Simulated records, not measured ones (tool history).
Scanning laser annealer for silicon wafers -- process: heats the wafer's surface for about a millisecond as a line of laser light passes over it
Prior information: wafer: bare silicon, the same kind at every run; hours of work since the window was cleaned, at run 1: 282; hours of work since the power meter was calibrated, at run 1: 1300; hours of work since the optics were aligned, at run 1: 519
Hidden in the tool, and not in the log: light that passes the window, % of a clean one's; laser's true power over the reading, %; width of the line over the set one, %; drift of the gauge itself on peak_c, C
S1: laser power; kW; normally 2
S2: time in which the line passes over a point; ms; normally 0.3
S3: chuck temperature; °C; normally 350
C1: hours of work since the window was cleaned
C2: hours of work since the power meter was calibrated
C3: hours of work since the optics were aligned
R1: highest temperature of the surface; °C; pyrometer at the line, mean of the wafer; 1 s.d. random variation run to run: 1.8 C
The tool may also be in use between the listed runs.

run,hour,S1,S2,S3,C1,C2,C3,R1
1,0,2,0.3,350,282,1300,519,1044
2,42.7,2,0.3,350,301,1319,539,1039
3,77,2,0.3,350,317,1335,554,1039
4,132.9,2,0.3,350,343,1361,580,1034
5,164.8,2,0.3,350,358,1376,595,1034
6,229.7,2,0.3,350,388,1406,625,1030
7,264.8,1.977,0.3,350,404,1422,641,1021
8,305.2,1.977,0.222,350,423,1441,660,935
9,343.8,2,0.3,322,441,1459,678,996
# hour 364.7: window over the wafer cleaned
10,403.1,2,0.3,340,18,1485,704,1004
11,468.6,2,0.3,340,48,1516,735,1002
12,529.2,2,0.3,350,76,1544,763,1008
13,600.7,2,0.23,350,109,1577,796,930
14,659.3,2,0.23,350,136,1604,823,928
15,698.4,2,0.3,366,154,1622,841,1015
# hour 755.8: window over the wafer cleaned, once more
16,762.8,2.177,0.3,350,3,1651,870,1138
17,816.7,2.177,0.3,350,28,1676,895,1134
18,877.3,2.177,0.3,350,56,1704,923,1130
19,949.2,1.723,0.3,350,89,1737,956,954
20,1018.4,1.723,0.3,350,122,1769,988,950
21,1060.7,2.056,0.212,350,141,1789,1008,971
22,1120.9,1.81,0.3,350,169,1816,1036,977
23,1173.3,1.81,0.3,350,193,1841,1060,975
24,1239.3,1.976,0.327,350,224,1871,1090,1061
25,1289.1,2.161,0.352,350,247,1894,1113,1159
26,1347.7,2,0.218,363,274,1921,1140,965
27,1383.9,2,0.362,363,291,1938,1157,1113
28,1413.3,2,0.301,384,304,1952,1171,1073
29,1444.2,1.789,0.3,387,319,1966,1185,996
30,1490,1.789,0.3,387,340,1987,1206,993
31,1529.3,1.973,0.218,324,358,2005,1224,908
32,1593.4,1.813,0.3,330,388,2035,1254,942
33,1641.5,1.914,0.255,328,410,2057,1276,929
34,1709.2,1.914,0.255,328,441,2089,1308,927
# hour 1732.7: window over the wafer cleaned
35,1752.5,1.786,0.343,360,9,2108,1327,1027
36,1807.2,2.185,0.261,325,34,2133,1352,1060
37,1856.5,2.137,0.279,325,57,2156,1375,1062
38,1885.5,2.096,0.3,371,71,2169,1388,1115
39,1922.9,2,0.3,356,88,2187,1406,1064
40,1966.2,1.896,0.3,368,108,2207,1426,1029

What differs in the tool's unlogged condition from the final listed run ahead of each entry between runs to the first listed run following it?
In the gap between runs 9 and 10: window over the wafer cleaned (hour 364.7)
  light that passes the window, % of a clean one's: 94.26 -> 92.95; laser's true power over the reading, %: -0.53 -> -0.55; width of the line over the set one, %: 0.88 -> 0.91
  what was measured, less what the result would be without the hidden state, R1: -54 -> -64 °C
In the gap between runs 15 and 16: window over the wafer cleaned, once more (hour 755.8)
  light that passes the window, % of a clean one's: 91.33 -> 99.96; laser's true power over the reading, %: -0.6 -> -0.61; width of the line over the set one, %: 1.08 -> 1.12
  what was measured, less what the result would be without the hidden state, R1: -78 -> -12 °C
In the gap between runs 34 and 35: window over the wafer cleaned (hour 1732.7)
  light that passes the window, % of a clean one's: 94.87 -> 99.8; width of the line over the set one, %: 1.65 -> 1.67
  what was measured, less what the result would be without the hidden state, R1: -48 -> -14 °C
